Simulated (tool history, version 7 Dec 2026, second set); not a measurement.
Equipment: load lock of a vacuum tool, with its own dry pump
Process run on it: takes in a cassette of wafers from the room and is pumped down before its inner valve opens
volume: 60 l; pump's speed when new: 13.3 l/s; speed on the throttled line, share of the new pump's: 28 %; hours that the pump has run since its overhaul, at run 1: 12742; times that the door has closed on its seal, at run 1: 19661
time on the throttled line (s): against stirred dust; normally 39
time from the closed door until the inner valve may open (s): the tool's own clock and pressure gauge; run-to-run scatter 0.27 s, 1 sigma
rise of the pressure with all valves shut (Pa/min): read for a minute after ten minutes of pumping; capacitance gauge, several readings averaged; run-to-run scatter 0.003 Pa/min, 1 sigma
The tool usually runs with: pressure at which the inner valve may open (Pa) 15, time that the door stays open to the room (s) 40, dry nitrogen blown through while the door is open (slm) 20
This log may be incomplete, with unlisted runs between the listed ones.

run     hour  time on the throttled line (s)  pressure at which the inner valve may open (Pa)  time that the door stays open to the room (s)  dry nitrogen blown through while the door is open (slm)  hours that the pump has run since its overhaul  times that the door has closed on its seal  incoming humidity of the room's air, %  time from the closed door until the inner valve may open (s)  rise of the pressure with all valves shut (Pa/min)
  1      0.0                              39                                               15                                             40                                                       20                                           12742                                       19661                                    43.5                                                          72.0                                               0.148
  2    306.9                              39                                               15                                             31                                                       20                                           13049                                       20630                                    48.7                                                          70.9                                               0.165
  3    515.9                              39                                               15                                             31                                                       20                                           13258                                       21290                                    45.8                                                          71.3                                               0.168
  4    785.9                              39                                               15                                            213                                                       20                                           13528                                       22142                                    45.2                                                          71.2                                               0.196
  5   1078.8                              39                                               15                                            213                                                       20                                           13821                                       23067                                    47.5                                                          71.7                                               0.209
  6   1405.9                              39                                               15                                            213                                                       20                                           14148                                       24100                                    46.5                                                          71.5                                               0.223
  7   1636.2                              39                                               15                                            213                                                       20                                           14378                                       24827                                    45.6                                                          72.1                                               0.227
  8   1954.5                              39                                               15                                            122                                                       20                                           14697                                       25832                                    44.7                                                          71.5                                               0.219
  9   2158.0                              39                                               15                                            122                                                       20                                           14900                                       26474                                    43.7                                                          71.7                                               0.233
 10   2531.7                              39                                               15                                             40                                                       20                                           15274                                       27655                                    49.0                                                          72.1                                               0.238
 11   2927.4                              39                                               15                                             40                                                       20                                           15670                                       28904                                    43.5                                                          72.2                                               0.250
 12   3269.3                              39                                               15                                             40                                                       20                                           16012                                       29984                                    49.4                                                          72.4                                               0.267
 13   3456.8                              39                                               15                                             40                                                       20                                           16199                                       30576                                    48.4                                                          72.4                                               0.272
 14   3645.8                              39                                               15                                             40                                                       20                                           16388                                       31172                                    46.9                                                          72.4                                               0.286
 15   3885.7                              32                                               15                                             40                                                       20                                           16628                                       31930                                    42.6                                                          67.6                                               0.285
 16   4075.7                              32                                               15                                             40                                                       20                                           16818                                       32530                                    47.5                                                          67.3                                               0.298
 17   4435.9                              32                                               15                                             40                                                       20                                           17178                                       33667                                    48.3                                                          67.8                                               0.316
 18   4807.5                              32                                               15                                             40                                                       20                                           17550                                       34840                                    41.0                                                          67.7                                               0.329
 19   5181.1                              53                                               20                                             31                                                        5                                           17923                                       36020                                    43.5                                                          81.2                                               0.353
 20   5370.3                              60                                               20                                             94                                                        5                                           18113                                       36617                                    44.6                                                          85.8                                               0.382
 21   5769.1                              27                                               10                                             46                                                        5                                           18511                                       37877                                    43.7                                                          66.6                                               0.401
 22   6070.7                              27                                               10                                             46                                                        5                                           18813                                       38829                                    47.9                                                          67.0                                               0.410
 23   6436.1                              39                                               20                                             40                                                       40                                           19178                                       39983                                    43.9                                                          71.7                                               0.381
 24   6848.0                              39                                               20                                             40                                                       40                                           19590                                       41283                                    46.6                                                          72.0                                               0.411
 25   7188.9                              33                                               13                                            108                                                        4                                           19931                                       42360                                    45.6                                                          70.5                                               0.467
 26   7598.9                              62                                               13                                            108                                                        4                                           20341                                       43654                                    45.4                                                          89.6                                               0.482
 27   7828.0                              62                                               17                                            103                                                        4                                           20570                                       44378                                    42.8                                                          88.0                                               0.498
 28   8203.9                              56                                               15                                             40                                                       20                                           20946                                       45565                                    45.6                                                          85.2                                               0.488
 29   8459.1                              58                                               16                                            195                                                        5                                           21201                                       46370                                    40.6                                                          86.1                                               0.539
 30   8679.3                              62                                               13                                             40                                                       17                                           21421                                       47066                                    44.6                                                          89.7                                               0.511
 31   9094.9                              62                                               13                                             40                                                       17                                           21837                                       48378                                    44.5                                                          90.4                                               0.539
 32   9299.1                              62                                               13                                             40                                                       17                                           22041                                       49023                                    44.5                                                          89.8                                               0.541
 33   9672.6                              62                                               13                                             40                                                       17                                           22415                                       50202                                    45.3                                                          90.0                                               0.573
      9889.4  -- dry pump taken out, an overhauled one fitted
 34   9889.4                              54                                               13                                             26                                                       17                                               0                                       50868                                    43.2                                                          79.9                                               0.573
      9951.4  -- door's seal changed, seat wiped
 35  10079.6                              39                                               13                                             43                                                        5                                             189                                         405                                    48.3                                                          69.2                                               0.053
 36  10347.2                              39                                               11                                             40                                                       10                                             456                                        1250                                    46.9                                                          70.6                                               0.043

Below are 3 alternative next runs, each starting from the tool's condition after run 36. Predict each:
  A  10572.7                              39                                               15                                             94                                                       20                                             682                                        1962                                    44.5                                                             ?                                                   ?
  B  10572.7                              39                                               11                                             40                                                        6                                             682                                        1962                                    49.5                                                             ?                                                   ?
  C  10572.7                              34                                               15                                             40                                                       20                                             682                                        1962                                    42.8                                                             ?                                                   ?

run  time from the closed door until the inner valve may open (s)  rise of the pressure with all valves shut (Pa/min)
  A                                                          69.0                                               0.043
  B                                                          70.3                                               0.059
  C                                                          65.2                                               0.035
With the hidden condition removed and each run's random variation left untouched, the same runs would have given:
run  time from the closed door until the inner valve may open (s)  rise of the pressure with all valves shut (Pa/min)
  A                                                          68.3                                               0.036
  B                                                          69.7                                               0.052
  C                                                          64.6                                               0.028
